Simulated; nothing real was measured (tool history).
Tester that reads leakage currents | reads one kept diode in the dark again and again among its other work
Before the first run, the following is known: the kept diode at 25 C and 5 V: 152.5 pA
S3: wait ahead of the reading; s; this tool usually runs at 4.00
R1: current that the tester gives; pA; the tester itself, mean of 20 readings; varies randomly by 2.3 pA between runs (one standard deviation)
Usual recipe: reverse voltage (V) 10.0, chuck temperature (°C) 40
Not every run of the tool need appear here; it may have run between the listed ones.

{"run": 1, "hour": 0.0, "reverse voltage (V)": 10.0, "chuck temperature (°C)": 40, "S3": 4.0, "R1": 792.52}
{"run": 2, "hour": 37.7, "reverse voltage (V)": 14.7, "chuck temperature (°C)": 40, "S3": 4.0, "R1": 915.52}
{"run": 3, "hour": 89.5, "reverse voltage (V)": 14.7, "chuck temperature (°C)": 40, "S3": 4.0, "R1": 914.97}
{"run": 4, "hour": 114.5, "reverse voltage (V)": 14.7, "chuck temperature (°C)": 20, "S3": 4.0, "R1": 163.19}
{"run": 5, "hour": 156.3, "reverse voltage (V)": 10.0, "chuck temperature (°C)": 40, "S3": 0.79, "R1": 794.33}
{"run": 6, "hour": 183.8, "reverse voltage (V)": 10.0, "chuck temperature (°C)": 40, "S3": 4.89, "R1": 797.59}
{"run": 7, "hour": 211.1, "reverse voltage (V)": 8.2, "chuck temperature (°C)": 40, "S3": 4.0, "R1": 739.31}
{"run": 8, "hour": 244.4, "reverse voltage (V)": 6.8, "chuck temperature (°C)": 40, "S3": 4.0, "R1": 684.18}
{"run": 9, "hour": 267.7, "reverse voltage (V)": 9.2, "chuck temperature (°C)": 40, "S3": 4.0, "R1": 771.65}
{"run": 10, "hour": 311.1, "reverse voltage (V)": 10.0, "chuck temperature (°C)": 40, "S3": 4.0, "R1": 791.7}
{"run": 11, "hour": 339.5, "reverse voltage (V)": 10.0, "chuck temperature (°C)": 40, "S3": 4.0, "R1": 798.84}
{"run": 12, "hour": 375.9, "reverse voltage (V)": 9.3, "chuck temperature (°C)": 40, "S3": 4.0, "R1": 772.51}
{"run": 13, "hour": 406.8, "reverse voltage (V)": 9.3, "chuck temperature (°C)": 40, "S3": 4.0, "R1": 776.64}
{"run": 14, "hour": 442.4, "reverse voltage (V)": 9.3, "chuck temperature (°C)": 40, "S3": 4.0, "R1": 781.34}
{"run": 15, "hour": 469.3, "reverse voltage (V)": 9.3, "chuck temperature (°C)": 40, "S3": 4.0, "R1": 780.85}
{"run": 16, "hour": 495.7, "reverse voltage (V)": 9.3, "chuck temperature (°C)": 40, "S3": 4.0, "R1": 776.73}
{"run": 17, "hour": 522.1, "reverse voltage (V)": 9.3, "chuck temperature (°C)": 40, "S3": 4.0, "R1": 775.94}
{"run": 18, "hour": 561.5, "reverse voltage (V)": 10.0, "chuck temperature (°C)": 40, "S3": 4.0, "R1": 802.11}
{"run": 19, "hour": 590.2, "reverse voltage (V)": 10.0, "chuck temperature (°C)": 40, "S3": 4.0, "R1": 803.1}
{"run": 20, "hour": 643.6, "reverse voltage (V)": 10.0, "chuck temperature (°C)": 40, "S3": 4.0, "R1": 801.55}
{"run": 21, "hour": 681.7, "reverse voltage (V)": 10.0, "chuck temperature (°C)": 40, "S3": 4.0, "R1": 804.32}
{"run": 22, "hour": 707.2, "reverse voltage (V)": 13.7, "chuck temperature (°C)": 31, "S3": 0.47, "R1": 423.86}
{"run": 23, "hour": 730.4, "reverse voltage (V)": 2.6, "chuck temperature (°C)": 25, "S3": 1.04, "R1": 130.02}
{"run": 24, "hour": 777.6, "reverse voltage (V)": 10.0, "chuck temperature (°C)": 40, "S3": 0.31, "R1": 806.61}
{"run": 25, "hour": 816.9, "reverse voltage (V)": 10.0, "chuck temperature (°C)": 40, "S3": 5.39, "R1": 804.74}
{"run": 26, "hour": 846.8, "reverse voltage (V)": 17.1, "chuck temperature (°C)": 40, "S3": 5.39, "R1": 993.08}
{"run": 27, "hour": 889.9, "reverse voltage (V)": 17.1, "chuck temperature (°C)": 24, "S3": 8.7, "R1": 252.67}
{"run": 28, "hour": 939.8, "reverse voltage (V)": 1.2, "chuck temperature (°C)": 30, "S3": 3.42, "R1": 152.77}
{"run": 29, "hour": 980.7, "reverse voltage (V)": 10.0, "chuck temperature (°C)": 37, "S3": 4.0, "R1": 629.01}
{"run": 30, "hour": 1009.9, "reverse voltage (V)": 1.3, "chuck temperature (°C)": 22, "S3": 4.0, "R1": 75.81}
{"run": 31, "hour": 1038.2, "reverse voltage (V)": 1.3, "chuck temperature (°C)": 36, "S3": 4.0, "R1": 267.87}
{"hour": 1089.5, "done": "chuck's temperature calibrated"}
{"run": 32, "hour": 1089.5, "reverse voltage (V)": 11.6, "chuck temperature (°C)": 36, "S3": 3.73, "R1": 584.07}
{"run": 33, "hour": 1112.3, "reverse voltage (V)": 5.5, "chuck temperature (°C)": 38, "S3": 4.0, "R1": 519.9}
{"run": 34, "hour": 1145.8, "reverse voltage (V)": 4.4, "chuck temperature (°C)": 40, "S3": 4.0, "R1": 567.09}
{"run": 35, "hour": 1194.7, "reverse voltage (V)": 17.5, "chuck temperature (°C)": 29, "S3": 1.31, "R1": 377.04}
{"run": 36, "hour": 1239.6, "reverse voltage (V)": 4.8, "chuck temperature (°C)": 28, "S3": 4.0, "R1": 206.05}
{"run": 37, "hour": 1264.5, "reverse voltage (V)": 4.8, "chuck temperature (°C)": 21, "S3": 1.05, "R1": 110.85}
{"run": 38, "hour": 1310.1, "reverse voltage (V)": 2.9, "chuck temperature (°C)": 21, "S3": 1.06, "R1": 90.24}
{"run": 39, "hour": 1347.1, "reverse voltage (V)": 2.9, "chuck temperature (°C)": 21, "S3": 1.06, "R1": 90.12}

Here are 3 independent what-if runs from the current tool condition. What would each one return?
{"run": "A", "hour": 1397.3, "reverse voltage (V)": 10.5, "chuck temperature (°C)": 22, "S3": 1.06, "R1": "?"}
{"run": "B", "hour": 1397.3, "reverse voltage (V)": 7.8, "chuck temperature (°C)": 26, "S3": 4.0, "R1": "?"}
{"run": "C", "hour": 1397.3, "reverse voltage (V)": 3.2, "chuck temperature (°C)": 21, "S3": 0.31, "R1": "?"}

run=A R1=168.42
run=B R1=210.75
run=C R1=94.41
The same runs, with their run-to-run variation unchanged, on a tool lacking any hidden condition would have given:
run=A R1=151.56
run=B R1=197.55
run=C R1=88.89
